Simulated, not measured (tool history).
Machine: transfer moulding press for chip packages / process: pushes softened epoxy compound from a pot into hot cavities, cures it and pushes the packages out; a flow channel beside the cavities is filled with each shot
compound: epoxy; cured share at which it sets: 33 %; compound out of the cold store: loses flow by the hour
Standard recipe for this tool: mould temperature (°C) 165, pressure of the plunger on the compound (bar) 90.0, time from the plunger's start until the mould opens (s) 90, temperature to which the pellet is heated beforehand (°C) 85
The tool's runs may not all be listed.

run   hour  mould temperature (°C)  pressure of the plunger on the compound (bar)  time from the plunger's start until the mould opens (s)  temperature to which the pellet is heated beforehand (°C)  incoming compound's hours out of the cold store  length that the compound runs in the flow channel (mm)  greatest force on the pins that push the packages out (N)
  1    0.0                     165                                           90.0                                                       90                                                         85                                             25.3                                                     567                                                        687
  2   23.5                     165                                           90.0                                                      128                                                         85                                             21.7                                                     578                                                        592
  3   69.6                     165                                           90.0                                                       90                                                         85                                              8.8                                                     609                                                       1004
      82.8  -- cavities cleaned with cleaning compound and waxed
  4  113.4                     165                                           90.0                                                       90                                                         85                                             47.4                                                     509                                                       1002
  5  155.3                     171                                           90.0                                                       90                                                         85                                             37.0                                                     520                                                        845
  6  179.2                     171                                           90.0                                                       90                                                         85                                             17.7                                                     564                                                        878
     183.7  -- cavities cleaned with cleaning compound and waxed
  7  201.4                     165                                           90.0                                                       90                                                         85                                             12.0                                                     588                                                        744
     216.3  -- plunger's sealing rings changed
  8  239.5                     165                                           78.5                                                       90                                                         85                                             20.5                                                     545                                                        873
  9  275.9                     165                                           90.0                                                       90                                                         85                                             25.7                                                     561                                                        948
     286.0  -- cavities cleaned with cleaning compound and waxed
 10  302.0                     165                                           90.0                                                       90                                                         85                                             21.7                                                     577                                                        709
 11  334.0                     165                                           90.0                                                       90                                                         85                                             15.4                                                     591                                                        868
     371.7  -- cavities cleaned with cleaning compound and waxed, once more
 12  376.5                     165                                           90.0                                                       90                                                         94                                             19.9                                                     576                                                        605
 13  404.1                     165                                           90.0                                                       90                                                         94                                             38.1                                                     528                                                        725
 14  428.2                     165                                           90.0                                                       90                                                         94                                             47.8                                                     505                                                        823
 15  454.7                     172                                           75.0                                                      128                                                         76                                              9.2                                                     540                                                        663
     471.8  -- cavities cleaned with cleaning compound and waxed
 16  485.9                     165                                           86.5                                                      128                                                         90                                             22.6                                                     549                                                        494
     498.7  -- plunger's sealing rings changed
 17  523.9                     171                                           94.3                                                      102                                                         80                                             36.1                                                     547                                                        619
 18  562.7                     161                                           87.2                                                       82                                                         87                                              9.8                                                     614                                                       1744
     575.1  -- cavities cleaned with cleaning compound and waxed
 19  601.9                     161                                           87.2                                                       82                                                         87                                             46.0                                                     514                                                       1234
 20  649.8                     161                                           87.2                                                       82                                                         87                                             15.0                                                     589                                                       1666
     674.6  -- cavities cleaned with cleaning compound and waxed
 21  696.2                     161                                           87.2                                                       82                                                         87                                             15.0                                                     585                                                       1279
     716.5  -- mould's thermocouples calibrated
 22  734.1                     161                                           87.2                                                       82                                                         87                                             15.8                                                     582                                                       1493
 23  762.2                     170                                           74.0                                                       98                                                         95                                             29.2                                                     486                                                        699
     776.5  -- cavities cleaned with cleaning compound and waxed
     785.4  -- plunger's sealing rings changed
 24  806.9                     158                                           82.9                                                      117                                                         88                                             33.9                                                     540                                                        744
 25  847.4                     165                                           90.0                                                       81                                                         85                                             39.1                                                     534                                                       1092
     879.2  -- cavities cleaned with cleaning compound and waxed
 26  893.2                     165                                           92.7                                                      110                                                         85                                             31.2                                                     552                                                        524
 27  928.3                     158                                           89.0                                                      110                                                         85                                             22.3                                                     582                                                        915
 28  971.3                     165                                           90.0                                                       90                                                         92                                             12.3                                                     590                                                        976

4 options for the next run, each taken on its own from the tool as it stands now. Forecast them:
      979.8  -- cavities cleaned with cleaning compound and waxed
  A  1000.5                     169                                           90.0                                                      119                                                         83                                             29.3                                                       ?                                                          ?
      979.8  -- cavities cleaned with cleaning compound and waxed
  B  1000.5                     172                                           88.7                                                       90                                                         92                                              8.4                                                       ?                                                          ?
      979.8  -- cavities cleaned with cleaning compound and waxed
  C  1000.5                     171                                           72.5                                                      103                                                         92                                             33.4                                                       ?                                                          ?
      979.8  -- cavities cleaned with cleaning compound and waxed
  D  1000.5                     169                                           91.6                                                       90                                                         80                                             20.9                                                       ?                                                          ?

run  length that the compound runs in the flow channel (mm)  greatest force on the pins that push the packages out (N)
  A                                                     540                                                        529
  B                                                     587                                                        556
  C                                                     474                                                        519
  D                                                     572                                                        596
Stripped of hidden state, with their random variation kept, the same runs would have yielded:
run  length that the compound runs in the flow channel (mm)  greatest force on the pins that push the packages out (N)
  A                                                     554                                                        429
  B                                                     601                                                        450
  C                                                     486                                                        420
  D                                                     586                                                        481
